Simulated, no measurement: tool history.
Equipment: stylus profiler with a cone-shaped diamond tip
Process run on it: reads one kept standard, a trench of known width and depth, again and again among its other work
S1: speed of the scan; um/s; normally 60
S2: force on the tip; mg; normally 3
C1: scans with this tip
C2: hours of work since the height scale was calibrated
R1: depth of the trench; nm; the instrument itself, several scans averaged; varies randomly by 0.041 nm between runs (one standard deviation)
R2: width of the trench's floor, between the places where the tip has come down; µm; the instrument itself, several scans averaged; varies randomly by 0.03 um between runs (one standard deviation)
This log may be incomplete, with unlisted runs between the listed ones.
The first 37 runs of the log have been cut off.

run 38 hour=2292.7 | S1=111 S2=5.51 | C1=11918 C2=375 | R1=102.79 R2=27.11
run 39 hour=2344.9 | S1=60 S2=1.57 | C1=12068 C2=412 | R1=101.26 R2=27.09
run 40 hour=2400.4 | S1=19 S2=2.24 | C1=12227 C2=451 | R1=101.61 R2=27.47
run 41 hour=2472.5 | S1=19 S2=2.24 | C1=12435 C2=503 | R1=101.62 R2=27.43
run 42 hour=2554.5 | S1=19 S2=2.24 | C1=12670 C2=561 | R1=101.64 R2=27.37
run 43 hour=2625.9 | S1=19 S2=1.09 | C1=12876 C2=612 | R1=101.11 R2=27.33
run 44 hour=2701 | S1=19 S2=1.09 | C1=13092 C2=665 | R1=101.03 R2=27.38
run 45 hour=2743.2 | S1=97 S2=1.09 | C1=13213 C2=695 | R1=101.11 R2=26.67
run 46 hour=2789.7 | S1=133 S2=2.3 | C1=13347 C2=728 | R1=101.69 R2=26.73

Alternative continuations, all from the tool just after run 46; predict every row:
run A hour=2827.3 | S1=133 S2=6.84 | C1=13455 C2=755 | R1=? R2=?
run B hour=2827.3 | S1=133 S2=2.67 | C1=13455 C2=755 | R1=? R2=?
run C hour=2827.3 | S1=133 S2=1.44 | C1=13455 C2=755 | R1=? R2=?
run D hour=2827.3 | S1=37 S2=7.99 | C1=13455 C2=755 | R1=? R2=?

run=A R1=103.22 R2=27.05
run=B R1=101.81 R2=26.76
run=C R1=101.27 R2=26.48
run=D R1=103.67 R2=27.38
The same runs, with their run-to-run variation unchanged, on a tool lacking any hidden condition would have given:
run=A R1=102.99 R2=27.56
run=B R1=101.59 R2=27.28
run=C R1=101.05 R2=26.99
run=D R1=103.44 R2=27.9
